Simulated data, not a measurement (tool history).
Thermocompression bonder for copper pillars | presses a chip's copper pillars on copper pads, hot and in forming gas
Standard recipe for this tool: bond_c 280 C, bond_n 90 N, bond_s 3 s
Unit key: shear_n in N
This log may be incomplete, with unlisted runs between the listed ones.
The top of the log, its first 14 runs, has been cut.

run,hour,bond_c,bond_n,bond_s,shear_n
15,520.8,280,110,5,46.1
16,566,280,110,5,46
17,590.4,280,110,5,46.3
18,610.6,280,90,3,31.9
19,642.7,280,90,3,31.3
20,664.4,280,90,2,27.1
# hour 678.3: forming gas filter changed
21,691.8,280,90,2,27.7
22,727.7,280,90,2,28.6
23,775.8,280,90,2,28.2
24,803.8,280,90,2,28.8
25,850.5,261,90,3,24.8
26,895.6,261,90,3,23.9
27,939,280,57,3,19.2
28,987.1,280,90,3,32.7
# hour 991.4: heater calibrated with a thermocouple chip
29,1010.3,255,67,3,15.8
30,1049.1,255,67,3,14.7

Run 31 has not been measured yet. What should we expect?
# hour 1068: heater calibrated with a thermocouple chip, once more
31,1094.9,275,75,3,?

shear_n: 23.8 N
The same run, on a tool lacking any hidden state, would have yielded shear_n 24.9 N.
